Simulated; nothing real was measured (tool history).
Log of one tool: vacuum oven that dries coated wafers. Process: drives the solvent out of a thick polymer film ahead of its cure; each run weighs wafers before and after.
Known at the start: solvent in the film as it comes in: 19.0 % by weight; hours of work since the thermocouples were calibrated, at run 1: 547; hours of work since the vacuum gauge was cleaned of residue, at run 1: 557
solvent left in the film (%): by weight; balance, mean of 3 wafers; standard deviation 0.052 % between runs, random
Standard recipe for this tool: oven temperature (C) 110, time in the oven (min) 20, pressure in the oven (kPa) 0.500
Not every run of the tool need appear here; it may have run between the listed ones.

run    hour  oven temperature (C)  time in the oven (min)  pressure in the oven (kPa)  hours of work since the thermocouples were calibrated  hours of work since the vacuum gauge was cleaned of residue  solvent left in the film (%)
  1     0.0                   110                      20                       0.500                                                    547                                                          557                          1.69
  2    29.0                   110                      20                       0.500                                                    571                                                          580                          1.63
  3    63.6                   110                      20                       0.500                                                    598                                                          608                          1.69
  4   103.7                   110                      10                       0.500                                                    630                                                          639                          4.81
  5   135.8                   110                      10                       0.500                                                    656                                                          665                          4.72
  6   153.9                   110                      20                       0.500                                                    670                                                          679                          1.60
  7   186.3                   110                      20                       0.500                                                    696                                                          705                          1.75
  8   220.8                   110                      20                       0.500                                                    723                                                          733                          1.69
  9   249.7                   110                      20                       0.500                                                    746                                                          756                          1.68
 10   288.6                   110                      20                       1.404                                                    777                                                          787                          2.28
 11   317.5                   110                      20                       1.404                                                    800                                                          810                          2.29
 12   346.6                   110                      20                       1.404                                                    823                                                          833                          2.32
 13   365.8                   110                      20                       0.500                                                    839                                                          848                          1.74
 14   387.2                   110                      20                       0.500                                                    856                                                          865                          1.66
 15   416.9                   110                      20                       0.500                                                    879                                                          889                          1.86
 16   458.3                   110                      20                       0.500                                                    912                                                          922                          1.75
 17   488.1                   125                      20                       0.500                                                    936                                                          945                          0.54
 18   523.7                   110                      20                       0.500                                                    964                                                          974                          1.60
 19   553.3                   110                      20                       0.500                                                    988                                                          997                          1.84
 20   573.5                   110                      20                       0.500                                                   1004                                                         1013                          1.81
 21   610.1                   110                      20                       0.500                                                   1033                                                         1043                          1.68
 22   629.8                   102                      20                       0.500                                                   1049                                                         1058                          3.37
 23   652.1                   102                      20                       0.500                                                   1067                                                         1076                          3.27
 24   675.8                   110                      20                       0.500                                                   1086                                                         1095                          1.73
 25   712.7                   109                      20                       0.500                                                   1115                                                         1124                          1.97
 26   753.0                   119                      20                       1.722                                                   1147                                                         1156                          1.46
 27   774.7                   119                      20                       1.722                                                   1164                                                         1174                          1.48
 28   810.5                   120                      15                       1.295                                                   1193                                                         1202                          1.61
 29   849.1                   120                      15                       1.295                                                   1223                                                         1233                          1.69
 30   875.3                   102                      31                       0.322                                                   1244                                                         1254                          1.65
 31   914.2                   110                      16                       0.322                                                   1275                                                         1285                          2.50
 32   940.0                   104                      20                       0.777                                                   1296                                                         1305                          3.22
 33   966.1                   102                      19                       0.777                                                   1317                                                         1326                          3.87
 34  1003.6                   111                      15                       1.908                                                   1346                                                         1356                          3.62
 35  1029.8                    96                      20                       0.500                                                   1367                                                         1377                          4.96
 36  1070.7                    99                      24                       0.500                                                   1400                                                         1409                          3.35
 37  1100.1                    99                      24                       0.500                                                   1423                                                         1433                          3.34

Run 38, settings as shown, results not yet in. Your forecast:
 38  1116.8                    99                      24                       0.500                                                   1437                                                         1446                             ?

{"run 38": {"solvent left in the film (%)": 3.35}}
Were there no unlogged condition in the tool, this run, its random variation unchanged, would have produced solvent left in the film (%) 2.75.
